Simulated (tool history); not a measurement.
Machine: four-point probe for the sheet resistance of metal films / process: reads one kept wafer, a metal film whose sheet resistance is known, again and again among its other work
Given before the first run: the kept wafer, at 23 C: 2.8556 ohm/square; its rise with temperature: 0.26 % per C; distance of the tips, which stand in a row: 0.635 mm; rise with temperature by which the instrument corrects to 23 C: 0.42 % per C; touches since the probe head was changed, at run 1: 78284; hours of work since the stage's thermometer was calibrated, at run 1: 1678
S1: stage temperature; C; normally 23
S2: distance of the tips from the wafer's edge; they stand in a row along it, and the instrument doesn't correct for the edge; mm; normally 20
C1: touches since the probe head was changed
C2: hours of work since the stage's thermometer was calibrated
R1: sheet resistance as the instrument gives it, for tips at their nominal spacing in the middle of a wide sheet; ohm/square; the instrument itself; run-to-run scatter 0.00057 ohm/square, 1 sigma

run    hour  S1  S2     C1    C2        R1
  1       0  23  20  78284  1678  2.870882
  2    82.4  23  20  81129  1742  2.871351
      102.7  -- new probe head fitted
  3     136  23   4   1151  1784  2.886873
  4   219.9  23  20   4048  1849  2.852559
      264.9  -- stage's thermometer calibrated
  5   266.1  23  20   5627     1  2.856235
  6   363.3  23  20   8987    77  2.857372
  7   450.3  23   9  11992   145  2.863961
  8     523  18  20  14504   202  2.881064
  9   619.3  18  20  17829   277  2.883205
 10   717.9  23  20  21239   354  2.863579
      796.5  -- stage's thermometer calibrated, once more
 11   799.1  23  20  24025     2  2.854808
 12   893.7  23  10  27296    76  2.859114
 13   938.2  23  10  28830   111  2.861031
 14  1027.3  23  10  31911   181  2.861616
 15  1071.1  23  10  33425   215  2.862363
 16  1146.2  23  10  36019   274  2.863363
 17  1242.5  18   6  39344   349    2.8983
 18  1286.3  26  17  40857   383  2.847401
 19  1332.7  27   3  42462   420  2.909563
 20    1405  27   3  44959   476  2.910324
 21  1487.5  22   3  47811   541  2.934018
 22  1534.2  31   4  49424   577  2.866782
 23  1574.7  31  63  50823   609  2.829245
 24  1667.5  23   8  54028   681  2.874653
 25  1739.9  23   8  56531   738  2.874675
 26  1798.7  30   7  58563   784  2.849267
 27  1865.2  34   7  60860   836  2.832832
 28  1905.3  25  24  62244   868  2.860764

Some steps in R1, run to run, broken into two amounts with sign: the step expected even without the hidden condition (settings, incoming material, random variation), and the rest, left for the hidden condition together with whatever gauge scatter is not in both the measured and the hidden-condition-free result:
Hidden state present: inner tips' distance over the nominal, %; tips' flats over new ones', %; wafer's true temperature over the reading, C; drift of the gauge itself on sheet_ohm, %.
Run 2 -> 3: S2 20 -> 4, new probe head fitted. R1 +0.015522 ohm/square: hidden state -0.020665, all else +0.036187.
Run 10 -> 11: stage's thermometer calibrated, once more. R1 -0.008771 ohm/square: hidden state -0.008342, all else -0.000429.
Run 18 -> 19: S1 26 -> 27, S2 17 -> 3. R1 +0.062162 ohm/square: hidden state +0.000753, all else +0.061409.
Run 21 -> 22: S1 22 -> 31, S2 3 -> 4. R1 -0.067236 ohm/square: hidden state +0.000451, all else -0.067687.
